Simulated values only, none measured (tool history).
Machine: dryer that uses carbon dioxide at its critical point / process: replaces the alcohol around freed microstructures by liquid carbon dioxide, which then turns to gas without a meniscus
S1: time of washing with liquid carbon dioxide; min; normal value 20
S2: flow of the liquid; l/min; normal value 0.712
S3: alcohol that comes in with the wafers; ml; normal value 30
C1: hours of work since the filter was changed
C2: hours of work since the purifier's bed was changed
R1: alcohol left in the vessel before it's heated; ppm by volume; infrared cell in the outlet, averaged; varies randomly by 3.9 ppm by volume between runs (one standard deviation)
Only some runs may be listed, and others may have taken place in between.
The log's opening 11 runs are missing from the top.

run 12 day=9.425 | S1=20 S2=1.009 S3=30 | C1=279 C2=201 | R1=27
run 13 day=10.804 | S1=20 S2=0.448 S3=30 | C1=298 C2=220 | R1=407
-- day=11.112 inlet filter changed
run 14 day=11.617 | S1=23 S2=0.712 S3=30 | C1=7 C2=231 | R1=30
run 15 day=12.275 | S1=23 S2=0.712 S3=30 | C1=16 C2=240 | R1=25
run 16 day=12.954 | S1=23 S2=1.196 S3=30 | C1=26 C2=250 | R1=30
run 17 day=13.583 | S1=20 S2=0.712 S3=30 | C1=35 C2=259 | R1=51
run 18 day=14.742 | S1=20 S2=0.712 S3=30 | C1=51 C2=275 | R1=58
run 19 day=15.604 | S1=20 S2=0.712 S3=30 | C1=63 C2=287 | R1=58
run 20 day=16.362 | S1=20 S2=0.712 S3=30 | C1=74 C2=298 | R1=59
run 21 day=17.779 | S1=20 S2=0.712 S3=30 | C1=93 C2=317 | R1=63
run 22 day=18.604 | S1=20 S2=0.712 S3=30 | C1=105 C2=329 | R1=59
run 23 day=19.300 | S1=20 S2=0.712 S3=30 | C1=115 C2=339 | R1=63
run 24 day=20.233 | S1=20 S2=0.712 S3=30 | C1=128 C2=352 | R1=61
run 25 day=21.325 | S1=24 S2=0.712 S3=30 | C1=143 C2=367 | R1=48
run 26 day=22.171 | S1=27 S2=0.507 S3=26 | C1=155 C2=379 | R1=74
run 27 day=23.475 | S1=17 S2=0.696 S3=27 | C1=173 C2=397 | R1=117
run 28 day=24.525 | S1=16 S2=0.450 S3=20 | C1=188 C2=412 | R1=528
run 29 day=25.479 | S1=16 S2=0.450 S3=20 | C1=201 C2=425 | R1=538
run 30 day=26.450 | S1=16 S2=0.450 S3=20 | C1=215 C2=439 | R1=548
run 31 day=27.467 | S1=16 S2=0.450 S3=20 | C1=229 C2=453 | R1=547
run 32 day=28.046 | S1=16 S2=0.450 S3=20 | C1=237 C2=461 | R1=558

Run 33, settings as shown, results not yet in. Your forecast:
run 33 day=28.704 | S1=19 S2=0.817 S3=30 | C1=247 C2=471 | R1=?

Run 33 came out at R1 69 ppm by volume.
Had the tool carried no hidden state, the very same run would have given R1 18 ppm by volume.
